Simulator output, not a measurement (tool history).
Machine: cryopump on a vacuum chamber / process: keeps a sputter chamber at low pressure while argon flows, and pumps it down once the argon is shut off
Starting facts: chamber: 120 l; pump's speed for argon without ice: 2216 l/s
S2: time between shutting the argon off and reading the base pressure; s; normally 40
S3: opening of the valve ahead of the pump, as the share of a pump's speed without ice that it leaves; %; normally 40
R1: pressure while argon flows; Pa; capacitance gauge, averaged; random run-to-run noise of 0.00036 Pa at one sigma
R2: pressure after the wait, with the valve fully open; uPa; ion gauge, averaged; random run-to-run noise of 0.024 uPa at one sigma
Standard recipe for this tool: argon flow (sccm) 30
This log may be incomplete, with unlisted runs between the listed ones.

{"run": 1, "hour": 0.0, "argon flow (sccm)": 30, "S2": 40, "S3": 40, "R1": 0.0579, "R2": 1.5}
{"run": 2, "hour": 27.0, "argon flow (sccm)": 30, "S2": 40, "S3": 40, "R1": 0.0582, "R2": 1.57}
{"run": 3, "hour": 54.2, "argon flow (sccm)": 30, "S2": 40, "S3": 40, "R1": 0.0576, "R2": 1.57}
{"run": 4, "hour": 70.7, "argon flow (sccm)": 30, "S2": 40, "S3": 40, "R1": 0.0587, "R2": 1.56}
{"run": 5, "hour": 98.4, "argon flow (sccm)": 30, "S2": 40, "S3": 40, "R1": 0.0591, "R2": 1.6}
{"run": 6, "hour": 118.2, "argon flow (sccm)": 30, "S2": 40, "S3": 40, "R1": 0.0587, "R2": 1.59}
{"run": 7, "hour": 139.6, "argon flow (sccm)": 30, "S2": 40, "S3": 40, "R1": 0.0593, "R2": 1.59}
{"run": 8, "hour": 159.9, "argon flow (sccm)": 30, "S2": 40, "S3": 40, "R1": 0.0585, "R2": 1.61}
{"run": 9, "hour": 179.7, "argon flow (sccm)": 30, "S2": 40, "S3": 40, "R1": 0.059, "R2": 1.65}
{"run": 10, "hour": 197.4, "argon flow (sccm)": 30, "S2": 40, "S3": 40, "R1": 0.0587, "R2": 1.63}
{"run": 11, "hour": 212.6, "argon flow (sccm)": 30, "S2": 40, "S3": 40, "R1": 0.0588, "R2": 1.66}
{"run": 12, "hour": 231.3, "argon flow (sccm)": 30, "S2": 36, "S3": 40, "R1": 0.0589, "R2": 1.72}
{"run": 13, "hour": 250.4, "argon flow (sccm)": 30, "S2": 40, "S3": 40, "R1": 0.0592, "R2": 1.66}
{"run": 14, "hour": 280.9, "argon flow (sccm)": 30, "S2": 54, "S3": 40, "R1": 0.0595, "R2": 1.49}
{"run": 15, "hour": 300.8, "argon flow (sccm)": 30, "S2": 54, "S3": 40, "R1": 0.0592, "R2": 1.51}

The next listed run, before its measurement:
{"run": 16, "hour": 314.8, "argon flow (sccm)": 17, "S2": 40, "S3": 40, "R1": "?", "R2": "?"}

Run 16 produced R1 0.0343 Pa, R2 1.7 uPa.
The same run, on a tool lacking any hidden state, would have yielded R1 0.033 Pa, R2 0.85 uPa.

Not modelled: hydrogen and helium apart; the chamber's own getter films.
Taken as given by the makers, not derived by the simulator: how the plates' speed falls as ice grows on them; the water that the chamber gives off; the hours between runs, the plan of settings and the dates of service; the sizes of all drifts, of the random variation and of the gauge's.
